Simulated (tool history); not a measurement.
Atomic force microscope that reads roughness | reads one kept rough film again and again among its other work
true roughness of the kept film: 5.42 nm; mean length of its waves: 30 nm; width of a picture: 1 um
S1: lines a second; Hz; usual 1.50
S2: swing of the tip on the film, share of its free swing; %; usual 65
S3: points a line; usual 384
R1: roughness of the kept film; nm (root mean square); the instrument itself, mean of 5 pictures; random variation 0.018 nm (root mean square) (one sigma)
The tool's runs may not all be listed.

| run | hour | S1 | S2 | S3 | R1 |
|---|---|---|---|---|---|
| 1 | 0.0 | 1.50 | 65 | 384 | 4.296 |
| 2 | 28.6 | 1.50 | 65 | 384 | 4.280 |
| 3 | 49.3 | 2.36 | 65 | 384 | 4.124 |
| 4 | 68.9 | 2.36 | 65 | 384 | 4.086 |
| 5 | 90.9 | 2.36 | 65 | 384 | 4.104 |
| 6 | 113.5 | 3.40 | 65 | 384 | 3.938 |
| 7 | 134.7 | 0.61 | 77 | 647 | 4.347 |
| 8 | 159.2 | 1.03 | 56 | 384 | 4.479 |
| 9 | 176.6 | 1.03 | 67 | 373 | 4.317 |
| 10 | 191.4 | 1.03 | 67 | 373 | 4.364 |
|  | 202.1 | new tip fitted |
| 11 | 225.7 | 1.03 | 67 | 373 | 4.345 |

Same runs, no hidden state in the tool, same run-to-run variation:
Hidden state present: radius of the tip, nm; height scale over the true one, %; drift of the gauge itself on roughness_nm, %.
| run | R1 |
|---|---|
| 1 | 4.298 |
| 2 | 4.284 |
| 3 | 4.129 |
| 4 | 4.093 |
| 5 | 4.112 |
| 6 | 3.949 |
| 7 | 4.361 |
| 8 | 4.495 |
| 9 | 4.334 |
| 10 | 4.383 |
| 11 | 4.348 |
